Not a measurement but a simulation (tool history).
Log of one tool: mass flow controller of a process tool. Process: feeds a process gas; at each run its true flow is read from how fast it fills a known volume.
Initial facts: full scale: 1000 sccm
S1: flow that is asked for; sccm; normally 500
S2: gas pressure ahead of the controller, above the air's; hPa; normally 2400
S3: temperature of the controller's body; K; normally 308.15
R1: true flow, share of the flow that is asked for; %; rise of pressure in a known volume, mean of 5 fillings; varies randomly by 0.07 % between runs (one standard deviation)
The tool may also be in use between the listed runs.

run	hour	S1	S2	S3	R1
1	0.0	500	2400	308.15	96.16
2	406.2	500	2400	308.15	96.10
3	868.0	500	2400	308.15	96.12
4	1141.7	500	2400	308.15	96.23
5	1590.1	500	2400	308.15	96.07
6	1778.1	500	2400	308.15	96.00
7	2213.7	500	2400	308.15	96.04
8	2482.5	500	2400	308.15	96.03
9	2909.7	500	2400	308.15	96.03
# hour 2935.1: controller's zero set anew
10	3188.3	500	2400	303.15	97.28
11	3639.9	500	2400	303.15	97.30
12	4023.2	198	2400	301.15	99.32
13	4340.4	198	2400	301.15	99.41
14	4553.4	175	2400	308.15	99.32
15	4836.7	248	1890	310.15	98.01
16	5042.0	248	1890	310.15	98.06
17	5412.4	207	1710	311.15	98.83
# hour 5607.5: controller's zero set anew, once more
18	5851.2	280	1800	308.15	94.16
19	6150.7	981	2400	308.15	96.06

Branching from run 19: 4 alternative next runs. What would each branch give?
A	6348.3	251	1870	298.15	?
B	6348.3	500	1440	300.15	?
C	6348.3	998	2170	297.15	?
D	6348.3	141	2400	296.15	?

run	R1
A	95.17
B	95.84
C	97.19
D	94.67
The same runs, with their run-to-run variation unchanged, on a tool lacking any hidden condition would have given:
run	R1
A	97.76
B	98.47
C	99.84
D	97.18
